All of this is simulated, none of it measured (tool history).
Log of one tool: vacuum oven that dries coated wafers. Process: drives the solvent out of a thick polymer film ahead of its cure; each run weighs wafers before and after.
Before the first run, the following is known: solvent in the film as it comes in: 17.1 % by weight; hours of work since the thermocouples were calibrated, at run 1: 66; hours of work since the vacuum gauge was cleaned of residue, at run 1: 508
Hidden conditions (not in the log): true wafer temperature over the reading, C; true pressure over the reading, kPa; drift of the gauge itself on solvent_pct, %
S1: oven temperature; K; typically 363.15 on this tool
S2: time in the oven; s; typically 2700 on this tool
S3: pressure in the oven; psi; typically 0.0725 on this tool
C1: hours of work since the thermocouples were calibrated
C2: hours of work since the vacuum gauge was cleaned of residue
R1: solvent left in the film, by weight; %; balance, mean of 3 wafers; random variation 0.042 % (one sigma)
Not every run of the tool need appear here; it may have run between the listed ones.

Run 1, hour 0: usual settings; C1 66; C2 508. Result: R1 1.22 %.
Run 2, hour 31.8: usual settings; C1 85; C2 526. Result: R1 1.2 %.
Run 3, hour 58.9: usual settings; C1 101; C2 542. Result: R1 1.21 %.
Run 4, hour 82.6: usual settings; C1 114; C2 556. Result: R1 1.23 %.
Run 5, hour 102.4: usual settings but S1 356.15 K; C1 126; C2 567. Result: R1 3.06 %.
Run 6, hour 119.1: usual settings but S1 356.15 K; C1 136; C2 577. Result: R1 3.01 %.
Run 7, hour 143.5: usual settings but S1 356.15 K; C1 150; C2 591. Result: R1 3 %.
Run 8, hour 174.5: usual settings but S2 1980 s; C1 168; C2 609. Result: R1 2.27 %.
At hour 178.6: oven's thermocouples calibrated.
Run 9, hour 208.4: usual settings but S1 349.15 K, S2 3300 s; C1 17; C2 628. Result: R1 4.85 %.
Run 10, hour 231.4: usual settings but S1 349.15 K, S2 3300 s; C1 31; C2 641. Result: R1 4.73 %.
Run 11, hour 260.7: usual settings but S1 355.15 K, S2 3300 s, S3 0.2184 psi; C1 48; C2 658. Result: R1 3.24 %.

Measured less the same run without the tool's hidden state. The same run-to-run variation is in both; the gauge's scatter may not be:
run     R1
  1  +0.08
  2  +0.09
  3   +0.1
  4  +0.11
  5  +0.15
  6  +0.15
  7  +0.16
  8  +0.14
  9  +0.27
 10  +0.27
 11  +0.24
